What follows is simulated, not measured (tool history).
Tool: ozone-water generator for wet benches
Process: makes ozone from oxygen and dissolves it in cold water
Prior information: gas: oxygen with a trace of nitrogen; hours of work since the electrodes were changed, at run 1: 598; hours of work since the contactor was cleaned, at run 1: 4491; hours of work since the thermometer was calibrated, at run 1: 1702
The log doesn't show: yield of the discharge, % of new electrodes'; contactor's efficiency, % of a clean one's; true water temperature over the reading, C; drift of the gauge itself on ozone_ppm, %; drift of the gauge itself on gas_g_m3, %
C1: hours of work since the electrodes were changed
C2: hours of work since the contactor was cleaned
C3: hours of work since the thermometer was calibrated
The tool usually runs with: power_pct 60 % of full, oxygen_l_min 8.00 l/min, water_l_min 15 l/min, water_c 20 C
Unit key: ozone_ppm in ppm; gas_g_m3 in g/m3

run 1 hour=0.0 | power_pct=60 oxygen_l_min=8.00 water_l_min=15 water_c=20 | C1=598 C2=4491 C3=1702 | ozone_ppm=23.9 gas_g_m3=159.5
run 2 hour=74.3 | power_pct=60 oxygen_l_min=8.00 water_l_min=15 water_c=20 | C1=660 C2=4553 C3=1764 | ozone_ppm=23.6 gas_g_m3=157.1
run 3 hour=150.5 | power_pct=60 oxygen_l_min=8.00 water_l_min=15 water_c=20 | C1=724 C2=4617 C3=1828 | ozone_ppm=23.7 gas_g_m3=158.0
run 4 hour=201.6 | power_pct=60 oxygen_l_min=8.00 water_l_min=9 water_c=20 | C1=767 C2=4659 C3=1871 | ozone_ppm=30.2 gas_g_m3=157.4
run 5 hour=242.3 | power_pct=60 oxygen_l_min=8.00 water_l_min=15 water_c=20 | C1=801 C2=4694 C3=1905 | ozone_ppm=23.7 gas_g_m3=157.4
run 6 hour=323.4 | power_pct=60 oxygen_l_min=8.00 water_l_min=15 water_c=20 | C1=869 C2=4761 C3=1973 | ozone_ppm=24.0 gas_g_m3=158.1
run 7 hour=380.3 | power_pct=60 oxygen_l_min=8.00 water_l_min=15 water_c=20 | C1=916 C2=4809 C3=2021 | ozone_ppm=23.9 gas_g_m3=157.0
run 8 hour=467.0 | power_pct=60 oxygen_l_min=8.00 water_l_min=15 water_c=20 | C1=989 C2=4882 C3=2093 | ozone_ppm=23.9 gas_g_m3=157.7
run 9 hour=525.4 | power_pct=60 oxygen_l_min=8.00 water_l_min=15 water_c=20 | C1=1038 C2=4931 C3=2142 | ozone_ppm=24.0 gas_g_m3=157.1
run 10 hour=595.3 | power_pct=60 oxygen_l_min=8.00 water_l_min=15 water_c=20 | C1=1096 C2=4989 C3=2201 | ozone_ppm=23.4 gas_g_m3=156.0
run 11 hour=668.9 | power_pct=57 oxygen_l_min=8.00 water_l_min=15 water_c=20 | C1=1158 C2=5051 C3=2262 | ozone_ppm=22.9 gas_g_m3=150.6
run 12 hour=719.4 | power_pct=60 oxygen_l_min=8.00 water_l_min=15 water_c=20 | C1=1200 C2=5093 C3=2304 | ozone_ppm=23.7 gas_g_m3=156.6
run 13 hour=766.1 | power_pct=56 oxygen_l_min=8.00 water_l_min=15 water_c=20 | C1=1239 C2=5132 C3=2344 | ozone_ppm=22.9 gas_g_m3=148.7
run 14 hour=820.7 | power_pct=56 oxygen_l_min=8.00 water_l_min=15 water_c=20 | C1=1285 C2=5178 C3=2389 | ozone_ppm=22.7 gas_g_m3=148.2
run 15 hour=907.5 | power_pct=56 oxygen_l_min=8.00 water_l_min=15 water_c=20 | C1=1358 C2=5251 C3=2462 | ozone_ppm=22.8 gas_g_m3=147.3
run 16 hour=993.3 | power_pct=60 oxygen_l_min=8.00 water_l_min=15 water_c=20 | C1=1430 C2=5322 C3=2534 | ozone_ppm=23.8 gas_g_m3=155.1
run 17 hour=1065.7 | power_pct=54 oxygen_l_min=8.00 water_l_min=15 water_c=16 | C1=1490 C2=5383 C3=2594 | ozone_ppm=24.0 gas_g_m3=142.8
run 18 hour=1158.5 | power_pct=58 oxygen_l_min=12.78 water_l_min=12 water_c=15 | C1=1568 C2=5461 C3=2672 | ozone_ppm=26.9 gas_g_m3=121.7
run 19 hour=1202.4 | power_pct=58 oxygen_l_min=12.78 water_l_min=12 water_c=15 | C1=1605 C2=5498 C3=2709 | ozone_ppm=26.9 gas_g_m3=121.3
run 20 hour=1258.0 | power_pct=58 oxygen_l_min=12.78 water_l_min=12 water_c=15 | C1=1651 C2=5544 C3=2756 | ozone_ppm=26.8 gas_g_m3=121.9
run 21 hour=1348.1 | power_pct=56 oxygen_l_min=7.42 water_l_min=22 water_c=16 | C1=1727 C2=5620 C3=2831 | ozone_ppm=19.3 gas_g_m3=152.6
run 22 hour=1391.8 | power_pct=44 oxygen_l_min=9.04 water_l_min=20 water_c=21 | C1=1763 C2=5656 C3=2868 | ozone_ppm=15.5 gas_g_m3=116.2
run 23 hour=1472.1 | power_pct=46 oxygen_l_min=8.00 water_l_min=10 water_c=20 | C1=1831 C2=5723 C3=2935 | ozone_ppm=24.1 gas_g_m3=125.9
run 24 hour=1558.3 | power_pct=99 oxygen_l_min=6.99 water_l_min=14 water_c=22 | C1=1903 C2=5796 C3=3007 | ozone_ppm=35.1 gas_g_m3=237.2
run 25 hour=1649.2 | power_pct=99 oxygen_l_min=6.99 water_l_min=14 water_c=22 | C1=1979 C2=5872 C3=3083 | ozone_ppm=35.1 gas_g_m3=237.8
run 26 hour=1691.0 | power_pct=99 oxygen_l_min=6.99 water_l_min=14 water_c=22 | C1=2014 C2=5907 C3=3118 | ozone_ppm=35.1 gas_g_m3=236.3
run 27 hour=1763.9 | power_pct=64 oxygen_l_min=5.00 water_l_min=10 water_c=24 | C1=2075 C2=5968 C3=3179 | ozone_ppm=29.9 gas_g_m3=199.4
run 28 hour=1836.8 | power_pct=86 oxygen_l_min=8.00 water_l_min=13 water_c=20 | C1=2136 C2=6029 C3=3240 | ozone_ppm=33.6 gas_g_m3=201.3
run 29 hour=1884.6 | power_pct=57 oxygen_l_min=8.00 water_l_min=13 water_c=21 | C1=2176 C2=6069 C3=3280 | ozone_ppm=24.2 gas_g_m3=147.1
-- hour=1931.3 gauge calibrated
run 30 hour=1976.3 | power_pct=60 oxygen_l_min=8.00 water_l_min=17 water_c=19 | C1=2253 C2=6146 C3=3357 | ozone_ppm=22.8 gas_g_m3=157.7
run 31 hour=2056.2 | power_pct=43 oxygen_l_min=13.60 water_l_min=13 water_c=20 | C1=2320 C2=6213 C3=3424 | ozone_ppm=18.2 gas_g_m3=98.4
run 32 hour=2099.1 | power_pct=60 oxygen_l_min=7.62 water_l_min=15 water_c=14 | C1=2356 C2=6248 C3=3460 | ozone_ppm=26.5 gas_g_m3=161.7

Here are 5 independent what-if runs from the current tool condition. What would each one return?
run A hour=2193.3 | power_pct=60 oxygen_l_min=7.62 water_l_min=15 water_c=19 | C1=2435 C2=6327 C3=3539 | ozone_ppm=? gas_g_m3=?
run B hour=2193.3 | power_pct=60 oxygen_l_min=8.00 water_l_min=15 water_c=24 | C1=2435 C2=6327 C3=3539 | ozone_ppm=? gas_g_m3=?
run C hour=2193.3 | power_pct=87 oxygen_l_min=10.51 water_l_min=21 water_c=14 | C1=2435 C2=6327 C3=3539 | ozone_ppm=? gas_g_m3=?
run D hour=2193.3 | power_pct=60 oxygen_l_min=8.00 water_l_min=15 water_c=27 | C1=2435 C2=6327 C3=3539 | ozone_ppm=? gas_g_m3=?
run E hour=2193.3 | power_pct=89 oxygen_l_min=7.62 water_l_min=19 water_c=25 | C1=2435 C2=6327 C3=3539 | ozone_ppm=? gas_g_m3=?

run=A ozone_ppm=24.4 gas_g_m3=161.4
run=B ozone_ppm=21.6 gas_g_m3=157.0
run=C ozone_ppm=28.6 gas_g_m3=184.1
run=D ozone_ppm=20.6 gas_g_m3=157.8
run=E ozone_ppm=25.5 gas_g_m3=216.9
With the hidden condition removed and each run's random variation left untouched, the same runs would have given:
run=A ozone_ppm=24.5 gas_g_m3=162.1
run=B ozone_ppm=21.6 gas_g_m3=157.7
run=C ozone_ppm=28.7 gas_g_m3=184.9
run=D ozone_ppm=20.6 gas_g_m3=158.6
run=E ozone_ppm=25.6 gas_g_m3=218.0

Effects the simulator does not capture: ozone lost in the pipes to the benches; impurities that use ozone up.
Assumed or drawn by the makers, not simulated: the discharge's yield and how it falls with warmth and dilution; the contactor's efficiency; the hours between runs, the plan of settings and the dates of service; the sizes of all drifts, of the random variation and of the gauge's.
